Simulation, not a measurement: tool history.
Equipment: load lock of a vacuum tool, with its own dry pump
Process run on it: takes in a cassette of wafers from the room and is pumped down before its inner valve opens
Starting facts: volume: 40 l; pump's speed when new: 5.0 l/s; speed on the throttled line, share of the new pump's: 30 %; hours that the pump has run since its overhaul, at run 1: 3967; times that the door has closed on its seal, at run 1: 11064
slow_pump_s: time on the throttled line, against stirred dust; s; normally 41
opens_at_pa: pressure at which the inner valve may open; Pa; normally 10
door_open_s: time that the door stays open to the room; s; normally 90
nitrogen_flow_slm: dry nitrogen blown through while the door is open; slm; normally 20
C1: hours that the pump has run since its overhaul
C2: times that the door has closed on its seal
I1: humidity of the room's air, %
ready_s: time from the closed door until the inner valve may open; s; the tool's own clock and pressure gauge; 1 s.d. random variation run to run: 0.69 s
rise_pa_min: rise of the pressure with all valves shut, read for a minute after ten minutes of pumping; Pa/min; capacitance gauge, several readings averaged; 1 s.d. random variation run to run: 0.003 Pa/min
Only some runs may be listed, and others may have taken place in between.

{"run": 1, "hour": 0.0, "slow_pump_s": 41, "opens_at_pa": 10, "door_open_s": 90, "nitrogen_flow_slm": 20, "C1": 3967, "C2": 11064, "I1": 44.7, "ready_s": 103.6, "rise_pa_min": 0.071}
{"run": 2, "hour": 199.5, "slow_pump_s": 41, "opens_at_pa": 10, "door_open_s": 90, "nitrogen_flow_slm": 20, "C1": 4166, "C2": 11859, "I1": 42.6, "ready_s": 104.3, "rise_pa_min": 0.076}
{"run": 3, "hour": 348.7, "slow_pump_s": 41, "opens_at_pa": 10, "door_open_s": 90, "nitrogen_flow_slm": 20, "C1": 4316, "C2": 12453, "I1": 46.2, "ready_s": 103.9, "rise_pa_min": 0.083}
{"run": 4, "hour": 460.1, "slow_pump_s": 41, "opens_at_pa": 19, "door_open_s": 90, "nitrogen_flow_slm": 20, "C1": 4427, "C2": 12897, "I1": 42.9, "ready_s": 99, "rise_pa_min": 0.08}
{"run": 5, "hour": 632.2, "slow_pump_s": 41, "opens_at_pa": 10, "door_open_s": 90, "nitrogen_flow_slm": 20, "C1": 4599, "C2": 13582, "I1": 43.6, "ready_s": 103.5, "rise_pa_min": 0.092}
{"run": 6, "hour": 727.9, "slow_pump_s": 41, "opens_at_pa": 10, "door_open_s": 90, "nitrogen_flow_slm": 20, "C1": 4695, "C2": 13963, "I1": 47.9, "ready_s": 103.7, "rise_pa_min": 0.091}
{"run": 7, "hour": 938.9, "slow_pump_s": 41, "opens_at_pa": 10, "door_open_s": 90, "nitrogen_flow_slm": 20, "C1": 4906, "C2": 14804, "I1": 45.4, "ready_s": 104.6, "rise_pa_min": 0.1}
{"run": 8, "hour": 1101.0, "slow_pump_s": 41, "opens_at_pa": 10, "door_open_s": 90, "nitrogen_flow_slm": 20, "C1": 5068, "C2": 15450, "I1": 47.8, "ready_s": 103.9, "rise_pa_min": 0.104}
{"run": 9, "hour": 1224.2, "slow_pump_s": 41, "opens_at_pa": 10, "door_open_s": 90, "nitrogen_flow_slm": 20, "C1": 5191, "C2": 15941, "I1": 46, "ready_s": 103.5, "rise_pa_min": 0.106}
{"run": 10, "hour": 1370.1, "slow_pump_s": 41, "opens_at_pa": 10, "door_open_s": 90, "nitrogen_flow_slm": 20, "C1": 5337, "C2": 16522, "I1": 44.9, "ready_s": 103.5, "rise_pa_min": 0.109}
{"run": 11, "hour": 1486.7, "slow_pump_s": 41, "opens_at_pa": 10, "door_open_s": 90, "nitrogen_flow_slm": 20, "C1": 5454, "C2": 16986, "I1": 43.2, "ready_s": 103.7, "rise_pa_min": 0.112}
{"run": 12, "hour": 1643.8, "slow_pump_s": 41, "opens_at_pa": 10, "door_open_s": 90, "nitrogen_flow_slm": 13, "C1": 5611, "C2": 17612, "I1": 45.8, "ready_s": 103.8, "rise_pa_min": 0.125}
{"run": 13, "hour": 1798.5, "slow_pump_s": 41, "opens_at_pa": 10, "door_open_s": 90, "nitrogen_flow_slm": 13, "C1": 5765, "C2": 18228, "I1": 45.4, "ready_s": 104.6, "rise_pa_min": 0.128}
{"run": 14, "hour": 1984.8, "slow_pump_s": 41, "opens_at_pa": 10, "door_open_s": 90, "nitrogen_flow_slm": 20, "C1": 5952, "C2": 18970, "I1": 43.6, "ready_s": 103.9, "rise_pa_min": 0.128}
{"run": 15, "hour": 2147.5, "slow_pump_s": 41, "opens_at_pa": 10, "door_open_s": 90, "nitrogen_flow_slm": 20, "C1": 6114, "C2": 19618, "I1": 46.1, "ready_s": 105.1, "rise_pa_min": 0.137}
{"run": 16, "hour": 2264.0, "slow_pump_s": 41, "opens_at_pa": 10, "door_open_s": 214, "nitrogen_flow_slm": 20, "C1": 6231, "C2": 20082, "I1": 48.4, "ready_s": 103.5, "rise_pa_min": 0.147}
{"run": 17, "hour": 2442.0, "slow_pump_s": 41, "opens_at_pa": 10, "door_open_s": 214, "nitrogen_flow_slm": 20, "C1": 6409, "C2": 20791, "I1": 44.9, "ready_s": 103.2, "rise_pa_min": 0.154}
{"run": 18, "hour": 2615.2, "slow_pump_s": 41, "opens_at_pa": 10, "door_open_s": 214, "nitrogen_flow_slm": 20, "C1": 6582, "C2": 21481, "I1": 46.6, "ready_s": 103.6, "rise_pa_min": 0.156}
{"run": 19, "hour": 2737.8, "slow_pump_s": 41, "opens_at_pa": 14, "door_open_s": 214, "nitrogen_flow_slm": 20, "C1": 6705, "C2": 21969, "I1": 45.6, "ready_s": 101.3, "rise_pa_min": 0.164}
{"run": 20, "hour": 2904.8, "slow_pump_s": 41, "opens_at_pa": 16, "door_open_s": 87, "nitrogen_flow_slm": 39, "C1": 6872, "C2": 22634, "I1": 43.7, "ready_s": 100, "rise_pa_min": 0.156}
{"run": 21, "hour": 3046.3, "slow_pump_s": 41, "opens_at_pa": 8, "door_open_s": 87, "nitrogen_flow_slm": 32, "C1": 7013, "C2": 23198, "I1": 40.1, "ready_s": 107.7, "rise_pa_min": 0.157}

Forecast run 22:
{"run": 22, "hour": 3238.3, "slow_pump_s": 41, "opens_at_pa": 8, "door_open_s": 87, "nitrogen_flow_slm": 32, "C1": 7205, "C2": 23963, "I1": 44.5, "ready_s": "?", "rise_pa_min": "?"}

ready_s: 107 s
rise_pa_min: 0.171 Pa/min
With the hidden condition absent and the run-to-run variation left alone, this run would have shown ready_s 105 s, rise_pa_min 0.015 Pa/min.
